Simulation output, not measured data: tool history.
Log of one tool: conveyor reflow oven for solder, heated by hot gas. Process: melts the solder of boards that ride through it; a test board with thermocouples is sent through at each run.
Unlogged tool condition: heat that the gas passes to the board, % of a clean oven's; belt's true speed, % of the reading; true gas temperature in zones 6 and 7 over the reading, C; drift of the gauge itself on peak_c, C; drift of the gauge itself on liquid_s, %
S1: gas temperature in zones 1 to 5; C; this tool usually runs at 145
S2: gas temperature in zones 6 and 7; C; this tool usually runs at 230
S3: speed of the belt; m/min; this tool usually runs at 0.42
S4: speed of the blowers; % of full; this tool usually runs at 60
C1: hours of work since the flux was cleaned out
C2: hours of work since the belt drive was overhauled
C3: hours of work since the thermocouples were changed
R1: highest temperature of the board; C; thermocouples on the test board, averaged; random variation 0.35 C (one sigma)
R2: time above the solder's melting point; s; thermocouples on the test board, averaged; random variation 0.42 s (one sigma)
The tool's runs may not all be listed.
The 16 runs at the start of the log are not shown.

Run 17, hour 325.4: usual settings but S1 138 C; C1 277; C2 721; C3 511. Result: R1 213.1 C, R2 70.4 s.
Run 18, hour 350.6: usual settings but S2 221 C, S4 66 % of full; C1 289; C2 732; C3 522. Result: R1 208.3 C, R2 68.6 s.
Run 19, hour 379.5: usual settings but S2 221 C, S4 66 % of full; C1 301; C2 745; C3 535. Result: R1 208 C, R2 69.4 s.
Run 20, hour 395: usual settings but S2 221 C, S4 66 % of full; C1 308; C2 751; C3 542. Result: R1 208.1 C, R2 68.5 s.
Run 21, hour 416: usual settings but S2 221 C, S4 66 % of full; C1 317; C2 761; C3 551. Result: R1 208.1 C, R2 68.1 s.
Run 22, hour 444.1: usual settings but S3 0.377 m/min; C1 330; C2 773; C3 563. Result: R1 216.5 C, R2 88.7 s.
Run 23, hour 474.8: usual settings but S2 243 C, S3 0.377 m/min; C1 343; C2 787; C3 577. Result: R1 229 C, R2 97.3 s.
Run 24, hour 501.1: usual settings but S2 243 C, S3 0.377 m/min; C1 355; C2 798; C3 588. Result: R1 229.1 C, R2 99.9 s.
Run 25, hour 519.8: usual settings but S2 243 C, S3 0.377 m/min; C1 363; C2 806; C3 597. Result: R1 229.5 C, R2 98.8 s.
Run 26, hour 539.7: usual settings but S3 0.47 m/min, S4 57 % of full; C1 371; C2 815; C3 605. Result: R1 210.3 C, R2 61.5 s.
Run 27, hour 567.5: usual settings but S3 0.362 m/min; C1 384; C2 827; C3 617. Result: R1 218.4 C, R2 94.1 s.
Run 28, hour 585: usual settings but S1 150 C, S3 0.491 m/min, S4 85 % of full; C1 391; C2 835; C3 625. Result: R1 216.1 C, R2 68.3 s.
Run 29, hour 602.9: usual settings but S1 150 C, S3 0.491 m/min, S4 85 % of full; C1 399; C2 843; C3 633. Result: R1 216.2 C, R2 68.7 s.
Run 30, hour 616.3: usual settings but S1 150 C, S3 0.491 m/min, S4 85 % of full; C1 405; C2 849; C3 639. Result: R1 216.9 C, R2 69.4 s.

Consider 5 possible next runs. They are alternatives, not a sequence: every one starts from the tool as it was left by run 30. What does each give?
Run A, hour 644.7: usual settings but S1 141 C, S3 0.478 m/min, S4 74 % of full; C1 418; C2 861; C3 651. Result: R1 ?, R2 ?.
Run B, hour 644.7: usual settings but S1 147 C, S3 0.493 m/min, S4 85 % of full; C1 418; C2 861; C3 651. Result: R1 ?, R2 ?.
Run C, hour 644.7: usual settings but S1 158 C, S2 232 C, S3 0.358 m/min, S4 85 % of full; C1 418; C2 861; C3 651. Result: R1 ?, R2 ?.
Run D, hour 644.7: usual settings but S1 150 C, S3 0.491 m/min, S4 50 % of full; C1 418; C2 861; C3 651. Result: R1 ?, R2 ?.
Run E, hour 644.7: usual settings but S1 149 C, S3 0.431 m/min, S4 82 % of full; C1 418; C2 861; C3 651. Result: R1 ?, R2 ?.

run     R1     R2
  A  213.4     63
  B  215.4     66
  C  225.6  109.8
  D  207.1   55.9
  E  218.3   81.1
With the hidden condition removed and each run's random variation left untouched, the same runs would have given:
run     R1     R2
  A  213.5   63.1
  B  215.5   66.1
  C  225.7  109.8
  D  207.2     56
  E  218.4   81.1
